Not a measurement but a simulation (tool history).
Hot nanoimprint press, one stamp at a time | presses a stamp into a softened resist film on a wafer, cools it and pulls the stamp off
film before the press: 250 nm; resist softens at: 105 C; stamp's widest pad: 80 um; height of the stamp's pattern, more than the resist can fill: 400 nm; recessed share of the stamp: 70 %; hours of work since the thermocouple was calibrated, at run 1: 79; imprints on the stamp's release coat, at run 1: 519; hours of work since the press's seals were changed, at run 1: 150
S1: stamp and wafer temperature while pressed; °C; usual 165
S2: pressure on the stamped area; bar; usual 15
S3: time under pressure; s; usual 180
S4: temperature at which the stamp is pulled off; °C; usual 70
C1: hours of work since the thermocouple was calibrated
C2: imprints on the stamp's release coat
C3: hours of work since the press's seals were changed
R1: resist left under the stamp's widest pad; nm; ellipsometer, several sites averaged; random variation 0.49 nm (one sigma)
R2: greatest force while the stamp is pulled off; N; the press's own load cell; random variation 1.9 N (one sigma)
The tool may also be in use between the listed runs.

run   hour   S1    S2   S3  S4   C1   C2   C3     R1   R2
  1      0  165    15  180  70   79  519  150  109.1  128
  2    7.4  165    15  180  70   83  552  155  109.7  126
  3     15  165    15  180  70   88  586  159  109.6  130
      25.5  -- stamp cleaned and given a new release coat
  4   28.4  165    15  180  70   92   13  164  109.6  127
  5   33.6  165    15  180  70   95   36  167  109.6  127
  6   38.3  165    15  180  70   98   56  170  109.8  126
  7   45.6  165    15  180  70  102   89  174  109.6  126
  8   50.8  159    15  180  70  105  111  177  145.8  127
  9   58.2  165    15  180  67  110  144  182  110.9  136
 10   64.4  165    15  180  67  113  171  185  109.1  133
 11     73  165    15  180  70  119  209  190  109.1  127
 12   78.2  165    15  180  70  122  232  194  109.5  127
 13   87.1  176    15  180  70  127  271  199   62.7  126
 14   93.7  176    15  180  70  131  300  203   63.3  126
 15  100.9  176    15  180  70  135  331  207   62.6  125
 16  107.5  174  12.7  161  63  139  360  211   78.8  145
 17  113.3  155    15  180  76  143  386  214    170  112
 18  121.2  158    15  231  70  147  421  219  140.1  129
 19  127.3  158    15  231  70  151  447  223  138.4  127
 20  132.9  158  13.8  231  70  154  472  226  144.1  125
 21  140.2  158  13.8  231  70  159  504  231  142.7  126
 22  146.7  158  13.8  231  70  163  533  234  142.2  130
 23  153.5  165   9.9  300  74  167  563  239  104.7  120
 24  157.9  165   9.9  300  74  169  582  241  105.8  116
     168.7  -- stamp cleaned and given a new release coat
 25    170  176   9.9  300  63  173    5  245   60.1  138
 26  176.9  176  22.8  300  69  177   36  249   39.9  131
 27  185.9  176  22.8  300  69  182   76  254   40.3  130
 28  193.1  176  22.8  300  69  187  107  259   39.9  129
 29  200.4  176  22.8  300  69  191  139  263   40.4  129
 30  208.7  165   9.7  180  70  196  176  268  128.7  129

Forecast each of these 3 alternatives for the next run:
  A  213.8  154    16  173  70  199  198  271   ?   ?
  B  213.8  155   9.7  180  70  199  198  271   ?   ?
  C  213.8  172  18.9  180  62  199  198  271   ?   ?

run     R1   R2
  A  174.9  125
  B  187.8  127
  C   68.4  145
Without the tool's hidden state the same runs would have given:
run     R1   R2
  A  177.9  125
  B    191  126
  C   69.6  145
